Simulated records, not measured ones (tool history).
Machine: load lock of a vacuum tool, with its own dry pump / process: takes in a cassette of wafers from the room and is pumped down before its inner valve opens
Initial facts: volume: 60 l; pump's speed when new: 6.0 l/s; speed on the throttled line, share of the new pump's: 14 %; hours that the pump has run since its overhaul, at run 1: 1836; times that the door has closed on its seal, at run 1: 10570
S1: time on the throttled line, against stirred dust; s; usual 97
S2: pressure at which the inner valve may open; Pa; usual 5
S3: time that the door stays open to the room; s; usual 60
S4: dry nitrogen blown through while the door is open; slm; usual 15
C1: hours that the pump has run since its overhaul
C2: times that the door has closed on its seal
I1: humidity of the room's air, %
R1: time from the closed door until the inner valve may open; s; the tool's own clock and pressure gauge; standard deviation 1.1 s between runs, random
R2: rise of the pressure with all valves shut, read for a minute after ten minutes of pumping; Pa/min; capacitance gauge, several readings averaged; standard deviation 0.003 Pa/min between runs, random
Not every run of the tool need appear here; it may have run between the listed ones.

run,day,S1,S2,S3,S4,C1,C2,I1,R1,R2
1,0.000,97,5,60,15,1836,10570,45.7,183.3,0.030
2,13.262,97,5,32,15,2154,11038,45.7,185.0,0.025
3,40.912,97,5,32,15,2818,12014,44.4,184.0,0.020
4,70.050,97,5,32,15,3517,13042,43.2,183.0,0.024
5,83.100,97,5,60,15,3830,13502,43.2,183.4,0.033
6,106.212,97,5,60,15,4385,14317,40.8,184.3,0.029
7,133.283,97,5,60,15,5035,15272,46.1,183.8,0.037
8,159.138,97,5,60,15,5655,16184,44.7,181.9,0.036
9,173.904,97,5,60,15,6010,16705,45.0,183.6,0.034
10,190.638,97,5,60,27,6411,17296,46.5,183.3,0.032
11,215.183,52,8,34,22,7001,18162,47.0,138.6,0.023
12,243.750,74,5,60,15,7686,19169,45.2,163.1,0.033
13,265.904,115,9,55,6,8218,19951,43.5,194.4,0.035
14,286.454,143,8,159,21,8711,20676,44.1,216.0,0.045
15,299.175,143,8,159,21,9016,21125,42.2,216.8,0.051

What does the tool deliver on the next run?
16,317.671,70,5,66,15,9460,21777,45.5,?,?

Run 16 measured R1 161.2 s, R2 0.039 Pa/min.
Without the tool's hidden state the same run would have given R1 161.1 s, R2 0.037 Pa/min.
